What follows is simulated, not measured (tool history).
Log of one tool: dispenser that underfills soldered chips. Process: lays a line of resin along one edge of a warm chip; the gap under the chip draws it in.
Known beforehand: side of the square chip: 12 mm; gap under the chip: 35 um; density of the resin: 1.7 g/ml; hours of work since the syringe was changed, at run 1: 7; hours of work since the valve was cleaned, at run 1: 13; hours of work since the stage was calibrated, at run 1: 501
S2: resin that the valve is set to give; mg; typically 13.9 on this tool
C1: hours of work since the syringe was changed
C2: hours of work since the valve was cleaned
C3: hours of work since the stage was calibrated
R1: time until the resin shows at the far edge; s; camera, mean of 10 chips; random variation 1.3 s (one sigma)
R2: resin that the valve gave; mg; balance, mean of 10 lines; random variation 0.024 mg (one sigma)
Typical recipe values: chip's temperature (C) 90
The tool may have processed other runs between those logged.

{"run": 1, "day": 0.0, "chip's temperature (C)": 90, "S2": 13.9, "C1": 7, "C2": 13, "C3": 501, "R1": 213.5, "R2": 13.72}
{"day": 0.133, "done": "new syringe of resin"}
{"run": 2, "day": 0.404, "chip's temperature (C)": 90, "S2": 13.9, "C1": 5, "C2": 20, "C3": 508, "R1": 192.6, "R2": 13.64}
{"day": 0.65, "done": "new syringe of resin"}
{"run": 3, "day": 0.8, "chip's temperature (C)": 90, "S2": 13.9, "C1": 3, "C2": 27, "C3": 514, "R1": 168.8, "R2": 13.61}
{"day": 1.171, "done": "new syringe of resin"}
{"run": 4, "day": 1.321, "chip's temperature (C)": 90, "S2": 13.9, "C1": 3, "C2": 36, "C3": 523, "R1": 170.3, "R2": 13.57}
{"day": 1.683, "done": "dispensing valve cleaned and set on the balance"}
{"day": 1.75, "done": "new syringe of resin"}
{"run": 5, "day": 1.758, "chip's temperature (C)": 90, "S2": 16.2, "C1": 0, "C2": 1, "C3": 530, "R1": 144.6, "R2": 16.2}
{"run": 6, "day": 2.179, "chip's temperature (C)": 90, "S2": 13.9, "C1": 8, "C2": 9, "C3": 538, "R1": 221.1, "R2": 13.88}
{"day": 2.3, "done": "new syringe of resin"}
{"run": 7, "day": 2.754, "chip's temperature (C)": 90, "S2": 13.5, "C1": 8, "C2": 19, "C3": 548, "R1": 225, "R2": 13.4}
{"day": 2.821, "done": "new syringe of resin"}
{"day": 3.342, "done": "new syringe of resin"}
{"run": 8, "day": 3.358, "chip's temperature (C)": 90, "S2": 13.5, "C1": 0, "C2": 29, "C3": 558, "R1": 148.9, "R2": 13.33}
{"day": 3.879, "done": "new syringe of resin"}
{"run": 9, "day": 3.975, "chip's temperature (C)": 101, "S2": 13.9, "C1": 2, "C2": 40, "C3": 569, "R1": 106.5, "R2": 13.64}
{"day": 4.138, "done": "dispensing valve cleaned and set on the balance"}
{"run": 10, "day": 4.333, "chip's temperature (C)": 90, "S2": 13.9, "C1": 7, "C2": 3, "C3": 574, "R1": 216.5, "R2": 13.88}
{"day": 4.458, "done": "new syringe of resin"}
{"run": 11, "day": 4.883, "chip's temperature (C)": 90, "S2": 13.9, "C1": 8, "C2": 13, "C3": 584, "R1": 220.8, "R2": 13.76}
{"day": 4.979, "done": "new syringe of resin"}
{"run": 12, "day": 5.188, "chip's temperature (C)": 90, "S2": 13.9, "C1": 4, "C2": 18, "C3": 589, "R1": 179, "R2": 13.76}
{"day": 5.512, "done": "new syringe of resin"}
{"run": 13, "day": 5.75, "chip's temperature (C)": 96, "S2": 13.9, "C1": 4, "C2": 28, "C3": 599, "R1": 144.4, "R2": 13.67}
{"day": 6.042, "done": "new syringe of resin"}
{"run": 14, "day": 6.388, "chip's temperature (C)": 90, "S2": 12.1, "C1": 6, "C2": 39, "C3": 610, "R1": 209.3, "R2": 11.8}
{"day": 6.575, "done": "new syringe of resin"}
{"day": 6.617, "done": "dispensing valve cleaned and set on the balance"}
{"run": 15, "day": 6.996, "chip's temperature (C)": 90, "S2": 12.1, "C1": 7, "C2": 7, "C3": 620, "R1": 213, "R2": 12.03}
{"day": 7.175, "done": "new syringe of resin"}
{"run": 16, "day": 7.625, "chip's temperature (C)": 90, "S2": 17.3, "C1": 8, "C2": 18, "C3": 631, "R1": 229.5, "R2": 17.1}
{"day": 7.704, "done": "new syringe of resin"}
{"run": 17, "day": 8.146, "chip's temperature (C)": 90, "S2": 17.3, "C1": 8, "C2": 27, "C3": 640, "R1": 221, "R2": 17.05}
{"day": 8.208, "done": "new syringe of resin"}
{"run": 18, "day": 8.517, "chip's temperature (C)": 89, "S2": 12.8, "C1": 5, "C2": 33, "C3": 646, "R1": 212.3, "R2": 12.58}
{"day": 8.762, "done": "new syringe of resin"}
{"day": 9.083, "done": "dispensing valve cleaned and set on the balance"}
{"run": 19, "day": 9.204, "chip's temperature (C)": 88, "S2": 15.7, "C1": 7, "C2": 2, "C3": 658, "R1": 235.3, "R2": 15.64}
{"day": 9.358, "done": "new syringe of resin"}
{"run": 20, "day": 9.7, "chip's temperature (C)": 88, "S2": 15.7, "C1": 6, "C2": 11, "C3": 666, "R1": 229.9, "R2": 15.59}
{"day": 9.879, "done": "new syringe of resin"}
{"run": 21, "day": 10.112, "chip's temperature (C)": 93, "S2": 14, "C1": 4, "C2": 18, "C3": 673, "R1": 166.3, "R2": 13.85}
{"day": 10.404, "done": "new syringe of resin"}
{"run": 22, "day": 10.804, "chip's temperature (C)": 90, "S2": 13.9, "C1": 7, "C2": 30, "C3": 685, "R1": 216, "R2": 13.68}
{"day": 10.938, "done": "new syringe of resin"}
{"run": 23, "day": 11.279, "chip's temperature (C)": 86, "S2": 17.8, "C1": 6, "C2": 38, "C3": 694, "R1": 243.7, "R2": 17.48}
{"day": 11.446, "done": "new syringe of resin"}
{"day": 11.533, "done": "dispensing valve cleaned and set on the balance"}
{"run": 24, "day": 11.967, "chip's temperature (C)": 86, "S2": 17.8, "C1": 9, "C2": 8, "C3": 705, "R1": 276.8, "R2": 17.79}
{"day": 12.042, "done": "new syringe of resin"}
{"run": 25, "day": 12.392, "chip's temperature (C)": 80, "S2": 12.5, "C1": 6, "C2": 15, "C3": 712, "R1": 318.7, "R2": 12.43}
{"day": 12.558, "done": "new syringe of resin"}
{"day": 13.104, "done": "new syringe of resin"}
{"run": 26, "day": 13.104, "chip's temperature (C)": 94, "S2": 15.8, "C1": 0, "C2": 27, "C3": 724, "R1": 128.9, "R2": 15.59}
{"day": 13.662, "done": "new syringe of resin"}
{"run": 27, "day": 13.812, "chip's temperature (C)": 88, "S2": 12, "C1": 3, "C2": 40, "C3": 737, "R1": 194.6, "R2": 11.73}
{"day": 14.008, "done": "dispensing valve cleaned and set on the balance"}
{"day": 14.238, "done": "new syringe of resin"}
{"run": 28, "day": 14.571, "chip's temperature (C)": 94, "S2": 12.9, "C1": 6, "C2": 10, "C3": 749, "R1": 176.7, "R2": 12.86}
{"day": 14.771, "done": "new syringe of resin"}
{"run": 29, "day": 14.896, "chip's temperature (C)": 82, "S2": 12.5, "C1": 2, "C2": 15, "C3": 755, "R1": 239.2, "R2": 12.36}
{"run": 30, "day": 15.179, "chip's temperature (C)": 100, "S2": 13.9, "C1": 7, "C2": 20, "C3": 760, "R1": 147.8, "R2": 13.75}
{"day": 15.321, "done": "new syringe of resin"}
{"day": 15.862, "done": "new syringe of resin"}
{"run": 31, "day": 15.871, "chip's temperature (C)": 100, "S2": 13.9, "C1": 0, "C2": 32, "C3": 772, "R1": 107.3, "R2": 13.65}
{"day": 16.388, "done": "new syringe of resin"}
{"day": 16.462, "done": "dispensing valve cleaned and set on the balance"}
{"run": 32, "day": 16.504, "chip's temperature (C)": 100, "S2": 13.9, "C1": 1, "C2": 1, "C3": 782, "R1": 112.6, "R2": 13.86}
{"day": 16.942, "done": "new syringe of resin"}
{"run": 33, "day": 17.021, "chip's temperature (C)": 90, "S2": 13.9, "C1": 1, "C2": 10, "C3": 791, "R1": 169, "R2": 13.79}
{"day": 17.446, "done": "new syringe of resin"}
{"run": 34, "day": 17.733, "chip's temperature (C)": 89, "S2": 13.6, "C1": 5, "C2": 22, "C3": 803, "R1": 208.4, "R2": 13.4}

Hidden condition of the tool, last listed run before each entry between runs versus first listed run after:
From run 1 to run 2: new syringe of resin (day 0.133)
  resin's viscosity, % of fresh resin's: 145.9 -> 129.8; dose that the valve gives, % of what is set: 98.72 -> 98.33; true chip temperature over the reading, C: -2.73 -> -2.76
  difference, measured minus the result without the unlogged condition, R1: +82 -> +59.5 s; R2: -0.18 -> -0.23 mg
From run 2 to run 3: new syringe of resin (day 0.65)
  resin's viscosity, % of fresh resin's: 129.8 -> 115.8; dose that the valve gives, % of what is set: 98.33 -> 97.98; true chip temperature over the reading, C: -2.76 -> -2.8
  difference, measured minus the result without the unlogged condition, R1: +59.5 -> +38.6 s; R2: -0.23 -> -0.28 mg
From run 3 to run 4: new syringe of resin (day 1.171)
  resin's viscosity, % of fresh resin's: 115.8 -> 115.9; dose that the valve gives, % of what is set: 97.98 -> 97.54; true chip temperature over the reading, C: -2.8 -> -2.85
  difference, measured minus the result without the unlogged condition, R1: +38.6 -> +39.3 s; R2: -0.28 -> -0.34 mg
From run 4 to run 5: dispensing valve cleaned and set on the balance (day 1.683); new syringe of resin (day 1.75)
  resin's viscosity, % of fresh resin's: 115.9 -> 101; dose that the valve gives, % of what is set: 97.54 -> 100.22; true chip temperature over the reading, C: -2.85 -> -2.89
  difference, measured minus the result without the unlogged condition, R1: +39.3 -> +16.7 s; R2: -0.34 -> +0.03 mg
From run 6 to run 7: new syringe of resin (day 2.3)
  resin's viscosity, % of fresh resin's: 150.6 -> 154.7; dose that the valve gives, % of what is set: 99.78 -> 99.26; true chip temperature over the reading, C: -2.92 -> -2.97
  difference, measured minus the result without the unlogged condition, R1: +90.1 -> +95.6 s; R2: -0.03 -> -0.1 mg
From run 7 to run 8: new syringe of resin (day 2.821); new syringe of resin (day 3.342)
  resin's viscosity, % of fresh resin's: 154.7 -> 101.6; dose that the valve gives, % of what is set: 99.26 -> 98.7; true chip temperature over the reading, C: -2.97 -> -3.02
  difference, measured minus the result without the unlogged condition, R1: +95.6 -> +18.9 s; R2: -0.1 -> -0.18 mg
From run 8 to run 9: new syringe of resin (day 3.879)
  resin's viscosity, % of fresh resin's: 101.6 -> 109.4; dose that the valve gives, % of what is set: 98.7 -> 98.11; true chip temperature over the reading, C: -3.02 -> -3.08
  difference, measured minus the result without the unlogged condition, R1: +18.9 -> +19.7 s; R2: -0.18 -> -0.26 mg
From run 9 to run 10: dispensing valve cleaned and set on the balance (day 4.138)
  resin's viscosity, % of fresh resin's: 109.4 -> 147.7; dose that the valve gives, % of what is set: 98.11 -> 99.73; true chip temperature over the reading, C: -3.08 -> -3.11
  difference, measured minus the result without the unlogged condition, R1: +19.7 -> +86.9 s; R2: -0.26 -> -0.04 mg
From run 10 to run 11: new syringe of resin (day 4.458)
  resin's viscosity, % of fresh resin's: 147.7 -> 149.3; dose that the valve gives, % of what is set: 99.73 -> 99.21; true chip temperature over the reading, C: -3.11 -> -3.16
  difference, measured minus the result without the unlogged condition, R1: +86.9 -> +90 s; R2: -0.04 -> -0.11 mg
From run 11 to run 12: new syringe of resin (day 4.979)
  resin's viscosity, % of fresh resin's: 149.3 -> 123; dose that the valve gives, % of what is set: 99.21 -> 98.94; true chip temperature over the reading, C: -3.16 -> -3.19
  difference, measured minus the result without the unlogged condition, R1: +90 -> +50.7 s; R2: -0.11 -> -0.14 mg
From run 12 to run 13: new syringe of resin (day 5.512)
  resin's viscosity, % of fresh resin's: 123 -> 123.3; dose that the valve gives, % of what is set: 98.94 -> 98.44; true chip temperature over the reading, C: -3.19 -> -3.24
  difference, measured minus the result without the unlogged condition, R1: +50.7 -> +40.8 s; R2: -0.14 -> -0.22 mg
From run 13 to run 14: new syringe of resin (day 6.042)
  resin's viscosity, % of fresh resin's: 123.3 -> 138.8; dose that the valve gives, % of what is set: 98.44 -> 97.88; true chip temperature over the reading, C: -3.24 -> -3.29
  difference, measured minus the result without the unlogged condition, R1: +40.8 -> +77.3 s; R2: -0.22 -> -0.25 mg
From run 14 to run 15: new syringe of resin (day 6.575); dispensing valve cleaned and set on the balance (day 6.617)
  resin's viscosity, % of fresh resin's: 138.8 -> 141.7; dose that the valve gives, % of what is set: 97.88 -> 99.52; true chip temperature over the reading, C: -3.29 -> -3.34
  difference, measured minus the result without the unlogged condition, R1: +77.3 -> +81.2 s; R2: -0.25 -> -0.06 mg
From run 15 to run 16: new syringe of resin (day 7.175)
  resin's viscosity, % of fresh resin's: 141.7 -> 156.2; dose that the valve gives, % of what is set: 99.52 -> 98.95; true chip temperature over the reading, C: -3.34 -> -3.4
  difference, measured minus the result without the unlogged condition, R1: +81.2 -> +101 s; R2: -0.06 -> -0.19 mg
From run 16 to run 17: new syringe of resin (day 7.704)
  resin's viscosity, % of fresh resin's: 156.2 -> 151.7; dose that the valve gives, % of what is set: 98.95 -> 98.5; true chip temperature over the reading, C: -3.4 -> -3.45
  difference, measured minus the result without the unlogged condition, R1: +101 -> +93.8 s; R2: -0.19 -> -0.26 mg
From run 17 to run 18: new syringe of resin (day 8.208)
  resin's viscosity, % of fresh resin's: 151.7 -> 134.7; dose that the valve gives, % of what is set: 98.5 -> 98.16; true chip temperature over the reading, C: -3.45 -> -3.48
  difference, measured minus the result without the unlogged condition, R1: +93.8 -> +75.3 s; R2: -0.26 -> -0.24 mg
From run 18 to run 19: new syringe of resin (day 8.762); dispensing valve cleaned and set on the balance (day 9.083)
  resin's viscosity, % of fresh resin's: 134.7 -> 146.8; dose that the valve gives, % of what is set: 98.16 -> 99.85; true chip temperature over the reading, C: -3.48 -> -3.55
  difference, measured minus the result without the unlogged condition, R1: +75.3 -> +96 s; R2: -0.24 -> -0.02 mg
From run 19 to run 20: new syringe of resin (day 9.358)
  resin's viscosity, % of fresh resin's: 146.8 -> 139.9; dose that the valve gives, % of what is set: 99.85 -> 99.35; true chip temperature over the reading, C: -3.55 -> -3.59
  difference, measured minus the result without the unlogged condition, R1: +96 -> +87.2 s; R2: -0.02 -> -0.1 mg
From run 20 to run 21: new syringe of resin (day 9.879)
  resin's viscosity, % of fresh resin's: 139.9 -> 124.5; dose that the valve gives, % of what is set: 99.35 -> 99.01; true chip temperature over the reading, C: -3.59 -> -3.62
  difference, measured minus the result without the unlogged condition, R1: +87.2 -> +50.2 s; R2: -0.1 -> -0.13 mg
From run 21 to run 22: new syringe of resin (day 10.404)
  resin's viscosity, % of fresh resin's: 124.5 -> 145.3; dose that the valve gives, % of what is set: 99.01 -> 98.42; true chip temperature over the reading, C: -3.62 -> -3.69
  difference, measured minus the result without the unlogged condition, R1: +50.2 -> +87.6 s; R2: -0.13 -> -0.22 mg
From run 22 to run 23: new syringe of resin (day 10.938)
  resin's viscosity, % of fresh resin's: 145.3 -> 139.8; dose that the valve gives, % of what is set: 98.42 -> 97.99; true chip temperature over the reading, C: -3.69 -> -3.73
  difference, measured minus the result without the unlogged condition, R1: +87.6 -> +93.7 s; R2: -0.22 -> -0.36 mg
From run 23 to run 24: new syringe of resin (day 11.446); dispensing valve cleaned and set on the balance (day 11.533)
  resin's viscosity, % of fresh resin's: 139.8 -> 157.8; dose that the valve gives, % of what is set: 97.99 -> 99.62; true chip temperature over the reading, C: -3.73 -> -3.79
  difference, measured minus the result without the unlogged condition, R1: +93.7 -> +126.2 s; R2: -0.36 -> -0.07 mg
From run 24 to run 25: new syringe of resin (day 12.042)
  resin's viscosity, % of fresh resin's: 157.8 -> 140.2; dose that the valve gives, % of what is set: 99.62 -> 99.21; true chip temperature over the reading, C: -3.79 -> -3.83
  difference, measured minus the result without the unlogged condition, R1: +126.2 -> +125.1 s; R2: -0.07 -> -0.1 mg
From run 25 to run 26: new syringe of resin (day 12.558); new syringe of resin (day 13.104)
  resin's viscosity, % of fresh resin's: 140.2 -> 100.4; dose that the valve gives, % of what is set: 99.21 -> 98.55; true chip temperature over the reading, C: -3.83 -> -3.9
  difference, measured minus the result without the unlogged condition, R1: +125.1 -> +18.4 s; R2: -0.1 -> -0.23 mg
From run 26 to run 27: new syringe of resin (day 13.662)
  resin's viscosity, % of fresh resin's: 100.4 -> 115.4; dose that the valve gives, % of what is set: 98.55 -> 97.89; true chip temperature over the reading, C: -3.9 -> -3.96
  difference, measured minus the result without the unlogged condition, R1: +18.4 -> +51.2 s; R2: -0.23 -> -0.25 mg
From run 27 to run 28: dispensing valve cleaned and set on the balance (day 14.008); new syringe of resin (day 14.238)
  resin's viscosity, % of fresh resin's: 115.4 -> 135.8; dose that the valve gives, % of what is set: 97.89 -> 99.46; true chip temperature over the reading, C: -3.96 -> -4.02
  difference, measured minus the result without the unlogged condition, R1: +51.2 -> +65.4 s; R2: -0.25 -> -0.07 mg
From run 28 to run 29: new syringe of resin (day 14.771)
  resin's viscosity, % of fresh resin's: 135.8 -> 111; dose that the valve gives, % of what is set: 99.46 -> 99.16; true chip temperature over the reading, C: -4.02 -> -4.06
  difference, measured minus the result without the unlogged condition, R1: +65.4 -> +57.1 s; R2: -0.07 -> -0.1 mg
From run 30 to run 31: new syringe of resin (day 15.321); new syringe of resin (day 15.862)
  resin's viscosity, % of fresh resin's: 145.4 -> 101; dose that the valve gives, % of what is set: 98.88 -> 98.24; true chip temperature over the reading, C: -4.08 -> -4.15
  difference, measured minus the result without the unlogged condition, R1: +60.5 -> +16.3 s; R2: -0.16 -> -0.24 mg
From run 31 to run 32: new syringe of resin (day 16.388); dispensing valve cleaned and set on the balance (day 16.462)
  resin's viscosity, % of fresh resin's: 101 -> 108.6; dose that the valve gives, % of what is set: 98.24 -> 99.76; true chip temperature over the reading, C: -4.15 -> -4.2
  difference, measured minus the result without the unlogged condition, R1: +16.3 -> +24 s; R2: -0.24 -> -0.04 mg
From run 32 to run 33: new syringe of resin (day 16.942)
  resin's viscosity, % of fresh resin's: 108.6 -> 110.3; dose that the valve gives, % of what is set: 99.76 -> 99.35; true chip temperature over the reading, C: -4.2 -> -4.25
  difference, measured minus the result without the unlogged condition, R1: +24 -> +39.4 s; R2: -0.04 -> -0.09 mg
From run 33 to run 34: new syringe of resin (day 17.446)
  resin's viscosity, % of fresh resin's: 110.3 -> 133.6; dose that the valve gives, % of what is set: 99.35 -> 98.65; true chip temperature over the reading, C: -4.25 -> -4.31
  difference, measured minus the result without the unlogged condition, R1: +39.4 -> +77.2 s; R2: -0.09 -> -0.18 mg
